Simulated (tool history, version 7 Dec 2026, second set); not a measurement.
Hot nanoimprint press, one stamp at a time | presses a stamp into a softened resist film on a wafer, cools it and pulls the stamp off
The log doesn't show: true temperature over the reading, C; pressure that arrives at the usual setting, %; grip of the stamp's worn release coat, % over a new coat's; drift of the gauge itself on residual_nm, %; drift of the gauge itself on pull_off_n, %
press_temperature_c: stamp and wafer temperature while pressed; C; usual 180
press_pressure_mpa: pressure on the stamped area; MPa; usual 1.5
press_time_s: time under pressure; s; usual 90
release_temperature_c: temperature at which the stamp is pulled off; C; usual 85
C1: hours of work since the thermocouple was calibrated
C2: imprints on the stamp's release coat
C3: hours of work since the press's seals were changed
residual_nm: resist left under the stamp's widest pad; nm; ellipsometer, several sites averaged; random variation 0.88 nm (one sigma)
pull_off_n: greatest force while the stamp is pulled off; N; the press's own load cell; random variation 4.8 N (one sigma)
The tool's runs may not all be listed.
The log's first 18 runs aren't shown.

Run 19, hour 185: usual settings but press_temperature_c 178 C, press_time_s 63 s; C1 364; C2 757; C3 332. Result: residual_nm 207.9 nm, pull_off_n 232 N.
Run 20, hour 194: usual settings but press_temperature_c 178 C, press_time_s 63 s; C1 371; C2 783; C3 339. Result: residual_nm 204.5 nm, pull_off_n 239 N.
Run 21, hour 206.7: usual settings but press_temperature_c 178 C, press_time_s 63 s; C1 380; C2 820; C3 348. Result: residual_nm 207.3 nm, pull_off_n 232 N.
Run 22, hour 220: usual settings but press_pressure_mpa 1.28 MPa, press_time_s 93 s; C1 390; C2 859; C3 358. Result: residual_nm 181.1 nm, pull_off_n 232 N.
Run 23, hour 227.3: usual settings but press_pressure_mpa 2.27 MPa, press_time_s 122 s; C1 395; C2 880; C3 363. Result: residual_nm 121.4 nm, pull_off_n 234 N.
Run 24, hour 234.4: usual settings but press_pressure_mpa 2.27 MPa, press_time_s 122 s; C1 400; C2 901; C3 368. Result: residual_nm 121.7 nm, pull_off_n 240 N.
Run 25, hour 247.5: usual settings but press_pressure_mpa 2.27 MPa, press_time_s 122 s; C1 410; C2 939; C3 378. Result: residual_nm 122 nm, pull_off_n 238 N.
Run 26, hour 257.6: usual settings but press_temperature_c 181 C, release_temperature_c 76 C; C1 417; C2 969; C3 386. Result: residual_nm 162.9 nm, pull_off_n 270 N.
Run 27, hour 264: usual settings but press_temperature_c 187 C, press_pressure_mpa 1.39 MPa, release_temperature_c 89 C; C1 422; C2 987; C3 390. Result: residual_nm 135.7 nm, pull_off_n 220 N.
Run 28, hour 274.2: usual settings but press_temperature_c 173 C, press_pressure_mpa 1.07 MPa, press_time_s 61 s, release_temperature_c 89 C; C1 429; C2 1017; C3 398. Result: residual_nm 279.9 nm, pull_off_n 220 N.
Run 29, hour 282: usual settings but press_temperature_c 171 C, press_pressure_mpa 1.55 MPa, press_time_s 63 s, release_temperature_c 87 C; C1 435; C2 1040; C3 403. Result: residual_nm 260 nm, pull_off_n 231 N.
Run 30, hour 291.3: usual settings but press_temperature_c 178 C, press_pressure_mpa 1.67 MPa; C1 442; C2 1067; C3 410. Result: residual_nm 175 nm, pull_off_n 239 N.

Forecast each of these 4 alternatives for the next run:
Run A, hour 301.9: usual settings but press_temperature_c 178 C, press_pressure_mpa 1.67 MPa, press_time_s 100 s, release_temperature_c 78 C; C1 450; C2 1097; C3 418. Result: residual_nm ?, pull_off_n ?.
Run B, hour 301.9: usual settings but press_pressure_mpa 1.56 MPa, press_time_s 131 s; C1 450; C2 1097; C3 418. Result: residual_nm ?, pull_off_n ?.
Run C, hour 301.9: usual settings but press_temperature_c 169 C, press_pressure_mpa 1.11 MPa, release_temperature_c 83 C; C1 450; C2 1097; C3 418. Result: residual_nm ?, pull_off_n ?.
Run D, hour 301.9: usual settings but press_temperature_c 178 C, press_pressure_mpa 1.11 MPa, press_time_s 69 s, release_temperature_c 84 C; C1 450; C2 1097; C3 418. Result: residual_nm ?, pull_off_n ?.

run  residual_nm  pull_off_n
  A        168.4         267
  B        144.6         241
  C        282.3         247
  D        227.3         243
Without the tool's hidden state the same runs would have given:
run  residual_nm  pull_off_n
  A        168.7         264
  B        144.9         238
  C        282.8         244
  D        227.8         240
